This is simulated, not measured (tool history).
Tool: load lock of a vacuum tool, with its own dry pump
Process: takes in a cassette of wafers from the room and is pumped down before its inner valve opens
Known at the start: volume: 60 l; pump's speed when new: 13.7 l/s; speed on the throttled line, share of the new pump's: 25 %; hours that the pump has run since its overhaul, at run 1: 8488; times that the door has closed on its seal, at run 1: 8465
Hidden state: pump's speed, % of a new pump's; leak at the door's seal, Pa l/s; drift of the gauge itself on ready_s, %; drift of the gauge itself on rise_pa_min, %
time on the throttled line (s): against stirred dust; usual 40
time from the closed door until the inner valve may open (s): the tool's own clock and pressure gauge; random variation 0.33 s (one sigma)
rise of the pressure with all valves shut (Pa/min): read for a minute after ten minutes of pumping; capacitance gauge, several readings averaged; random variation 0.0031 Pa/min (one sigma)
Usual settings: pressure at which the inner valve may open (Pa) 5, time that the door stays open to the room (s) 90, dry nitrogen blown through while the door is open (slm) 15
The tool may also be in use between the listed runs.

| run | hour | time on the throttled line (s) | pressure at which the inner valve may open (Pa) | time that the door stays open to the room (s) | dry nitrogen blown through while the door is open (slm) | hours that the pump has run since its overhaul | times that the door has closed on its seal | incoming humidity of the room's air, % | time from the closed door until the inner valve may open (s) | rise of the pressure with all valves shut (Pa/min) |
|---|---|---|---|---|---|---|---|---|---|---|
| 1 | 0.0 | 40 | 5 | 90 | 15 | 8488 | 8465 | 45.0 | 77.7 | 0.081 |
| 2 | 140.2 | 40 | 5 | 90 | 7 | 8628 | 8724 | 38.2 | 77.2 | 0.088 |
| 3 | 334.1 | 40 | 5 | 90 | 7 | 8822 | 9083 | 41.5 | 77.6 | 0.095 |
| 4 | 420.7 | 40 | 5 | 90 | 7 | 8909 | 9243 | 45.5 | 78.1 | 0.100 |
| 5 | 513.0 | 40 | 9 | 90 | 15 | 9001 | 9414 | 45.9 | 74.6 | 0.092 |
| 6 | 708.6 | 40 | 9 | 90 | 15 | 9197 | 9776 | 44.8 | 74.3 | 0.085 |
| 7 | 803.1 | 40 | 5 | 90 | 28 | 9291 | 9951 | 42.7 | 78.1 | 0.077 |
| 8 | 980.2 | 40 | 5 | 90 | 28 | 9468 | 10279 | 44.0 | 77.3 | 0.073 |
| 9 | 1139.5 | 72 | 5 | 90 | 15 | 9628 | 10573 | 43.2 | 101.4 | 0.089 |
| 10 | 1308.4 | 40 | 5 | 90 | 19 | 9797 | 10886 | 46.2 | 77.1 | 0.097 |
| 11 | 1494.5 | 40 | 5 | 90 | 19 | 9983 | 11230 | 43.5 | 78.2 | 0.092 |
| 12 | 1590.3 | 40 | 5 | 90 | 19 | 10079 | 11407 | 44.7 | 78.3 | 0.089 |
| 13 | 1760.4 | 40 | 5 | 90 | 19 | 10249 | 11722 | 45.7 | 77.9 | 0.096 |
| 14 | 1862.4 | 52 | 5 | 90 | 15 | 10351 | 11911 | 44.6 | 87.0 | 0.092 |
| 15 | 1983.1 | 52 | 5 | 90 | 15 | 10471 | 12134 | 46.6 | 87.3 | 0.101 |
| 16 | 2172.3 | 52 | 5 | 90 | 15 | 10661 | 12484 | 48.5 | 86.8 | 0.109 |
| 17 | 2258.5 | 52 | 5 | 90 | 15 | 10747 | 12644 | 44.7 | 87.1 | 0.101 |
| 18 | 2344.2 | 33 | 5 | 90 | 15 | 10832 | 12802 | 46.8 | 73.1 | 0.103 |
| 19 | 2545.3 | 33 | 5 | 90 | 15 | 11034 | 13175 | 46.2 | 73.1 | 0.109 |
| 20 | 2679.3 | 40 | 7 | 90 | 10 | 11168 | 13422 | 50.4 | 76.5 | 0.120 |
| 21 | 2813.5 | 40 | 10 | 90 | 10 | 11302 | 13671 | 45.1 | 74.7 | 0.117 |
| 22 | 3005.9 | 40 | 10 | 90 | 10 | 11494 | 14027 | 44.7 | 74.7 | 0.116 |
| 23 | 3167.9 | 53 | 9 | 79 | 18 | 11656 | 14327 | 50.2 | 84.6 | 0.107 |
| 24 | 3314.1 | 56 | 4 | 90 | 15 | 11802 | 14597 | 45.8 | 91.6 | 0.113 |
| 25 | 3428.3 | 49 | 6 | 90 | 27 | 11917 | 14808 | 45.0 | 84.4 | 0.098 |
| 26 | 3580.6 | 74 | 9 | 132 | 28 | 12069 | 15090 | 42.6 | 100.3 | 0.108 |
| 27 | 3689.1 | 44 | 7 | 54 | 10 | 12177 | 15291 | 47.2 | 80.0 | 0.114 |
| 28 | 3833.5 | 66 | 7 | 54 | 15 | 12322 | 15558 | 43.9 | 96.0 | 0.102 |
| 29 | 3997.6 | 71 | 7 | 54 | 15 | 12486 | 15862 | 44.9 | 99.1 | 0.111 |
| 30 | 4192.6 | 71 | 7 | 54 | 15 | 12681 | 16222 | 44.5 | 99.2 | 0.112 |
| 31 | 4335.7 | 69 | 7 | 90 | 11 | 12824 | 16487 | 46.3 | 98.6 | 0.129 |
| 32 | 4421.9 | 53 | 5 | 29 | 24 | 12910 | 16647 | 42.9 | 88.0 | 0.088 |
| 33 | 4505.8 | 53 | 5 | 29 | 24 | 12994 | 16802 | 43.9 | 88.0 | 0.098 |
| 34 | 4631.9 | 24 | 6 | 79 | 14 | 13120 | 17035 | 45.8 | 66.3 | 0.122 |

The next listed run, before its measurement:
| 35 | 4787.8 | 37 | 9 | 97 | 5 | 13276 | 17324 | 42.8 | ? | ? |

{"run 35": {"time from the closed door until the inner valve may open (s)": 73.7, "rise of the pressure with all valves shut (Pa/min)": 0.14}}
Without the tool's hidden state the same run would have given time from the closed door until the inner valve may open (s) 69.2, rise of the pressure with all valves shut (Pa/min) 0.071.
